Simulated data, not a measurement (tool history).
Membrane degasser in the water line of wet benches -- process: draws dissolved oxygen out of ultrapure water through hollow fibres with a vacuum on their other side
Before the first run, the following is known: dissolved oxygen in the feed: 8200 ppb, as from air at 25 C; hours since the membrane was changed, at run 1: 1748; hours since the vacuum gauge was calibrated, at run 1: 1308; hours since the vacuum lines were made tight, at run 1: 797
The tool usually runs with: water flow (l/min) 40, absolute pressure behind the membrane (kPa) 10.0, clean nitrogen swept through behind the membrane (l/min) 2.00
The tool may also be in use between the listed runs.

run     day  water flow (l/min)  absolute pressure behind the membrane (kPa)  clean nitrogen swept through behind the membrane (l/min)  hours since the membrane was changed  hours since the vacuum gauge was calibrated  hours since the vacuum lines were made tight  dissolved oxygen in the water behind the degasser (ppb)  pressure that the water loses in the fibres (kPa)
  1   0.000                  40                                         10.0                                                      2.00                                  1748                                         1308                                           797                                                    334.3                                              38.33
  2   3.771                  40                                         10.0                                                      2.00                                  1838                                         1398                                           888                                                    325.7                                              38.13
  3   7.792                  36                                         10.0                                                      2.00                                  1935                                         1494                                           984                                                    290.4                                              34.47
  4  11.375                  36                                         10.0                                                      2.00                                  2021                                         1581                                          1070                                                    292.0                                              34.21
  5  13.096                  61                                         10.0                                                      2.00                                  2062                                         1622                                          1111                                                    577.1                                              58.68
  6  14.867                  40                                         10.0                                                      3.20                                  2105                                         1664                                          1154                                                    230.3                                              38.70
  7  17.429                  40                                         10.0                                                      3.20                                  2166                                         1726                                          1215                                                    225.9                                              38.41
  8  21.158                  29                                          7.4                                                      1.40                                  2256                                         1815                                          1305                                                    203.7                                              27.97
  9  23.879                  36                                         10.0                                                      1.92                                  2321                                         1881                                          1370                                                    305.0                                              34.39
 10  27.517                  36                                         20.9                                                      0.93                                  2408                                         1968                                          1458                                                   1251.6                                              34.89
 11  29.400                  40                                         13.7                                                      2.00                                  2453                                         2013                                          1503                                                    483.7                                              38.57

Alternative continuations, all from the tool just after run 11; predict every row:
  A  31.142                  26                                         10.0                                                      0.92                                  2495                                         2055                                          1545                                                        ?                                                  ?
  B  31.142                  25                                         17.3                                                      3.86                                  2495                                         2055                                          1545                                                        ?                                                  ?
  C  31.142                  31                                         10.0                                                      2.00                                  2495                                         2055                                          1545                                                        ?                                                  ?

run  dissolved oxygen in the water behind the degasser (ppb)  pressure that the water loses in the fibres (kPa)
  A                                                    404.4                                              25.06
  B                                                    217.1                                              24.29
  C                                                    244.1                                              29.98
The same runs, with their run-to-run variation unchanged, on a tool lacking any hidden condition would have given:
run  dissolved oxygen in the water behind the degasser (ppb)  pressure that the water loses in the fibres (kPa)
  A                                                    396.1                                              24.53
  B                                                    213.8                                              23.78
  C                                                    238.0                                              29.35

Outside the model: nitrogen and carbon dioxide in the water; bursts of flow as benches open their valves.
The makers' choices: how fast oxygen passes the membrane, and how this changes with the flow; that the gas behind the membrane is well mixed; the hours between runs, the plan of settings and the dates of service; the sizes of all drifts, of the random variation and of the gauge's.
